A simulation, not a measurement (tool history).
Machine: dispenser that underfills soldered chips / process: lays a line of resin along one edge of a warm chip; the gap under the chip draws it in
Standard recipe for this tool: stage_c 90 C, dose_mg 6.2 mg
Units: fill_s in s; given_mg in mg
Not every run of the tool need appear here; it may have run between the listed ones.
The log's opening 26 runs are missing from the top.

Run 27, hour 90.4: usual settings but stage_c 93 C, dose_mg 5.45 mg. Result: fill_s 163 s, given_mg 5.02 mg.
Run 28, hour 93: usual settings but stage_c 102 C, dose_mg 6.71 mg. Result: fill_s 116.8 s, given_mg 6.16 mg.
At hour 93.5: new syringe of resin.
Run 29, hour 98.3: usual settings but stage_c 102 C, dose_mg 6.71 mg. Result: fill_s 78.6 s, given_mg 6.18 mg.
Run 30, hour 102.6: usual settings but stage_c 102 C, dose_mg 6.71 mg. Result: fill_s 92.4 s, given_mg 6.18 mg.
Run 31, hour 105.8: usual settings but stage_c 93 C, dose_mg 5.62 mg. Result: fill_s 169.1 s, given_mg 5.13 mg.
At hour 108.6: new syringe of resin.
Run 32, hour 109.5: usual settings but stage_c 92 C, dose_mg 6.37 mg. Result: fill_s 105.3 s, given_mg 5.78 mg.
Run 33, hour 114.5: usual settings but stage_c 88 C, dose_mg 5.56 mg. Result: fill_s 161.9 s, given_mg 5.01 mg.
Run 34, hour 117.4: usual settings but stage_c 105 C. Result: fill_s 81.8 s, given_mg 5.59 mg.
At hour 119.7: dispensing valve cleaned and set on the balance.
Run 35, hour 122: usual settings but stage_c 79 C, dose_mg 6.09 mg. Result: fill_s 310.2 s, given_mg 6 mg.
At hour 124.9: new syringe of resin.
Run 36, hour 126.3: usual settings but stage_c 79 C, dose_mg 6.09 mg. Result: fill_s 197.3 s, given_mg 6 mg.

Here are 4 independent what-if runs from the current tool condition. What would each one return?
Run A, hour 129.3: usual settings but stage_c 99 C, dose_mg 5.57 mg. Result: fill_s ?, given_mg ?.
Run B, hour 129.3: usual settings but stage_c 78 C, dose_mg 7.69 mg. Result: fill_s ?, given_mg ?.
Run C, hour 129.3: usual settings but stage_c 82 C, dose_mg 7.7 mg. Result: fill_s ?, given_mg ?.
Run D, hour 129.3: usual settings but stage_c 79 C, dose_mg 7.78 mg. Result: fill_s ?, given_mg ?.

run  fill_s  given_mg
  A    87.1      5.48
  B   232.9      7.62
  C   193.7       7.7
  D   221.9      7.69
With the hidden condition removed and each run's random variation left untouched, the same runs would have given:
run  fill_s  given_mg
  A    75.3      5.53
  B   202.5       7.7
  C   168.3      7.77
  D   192.9      7.77
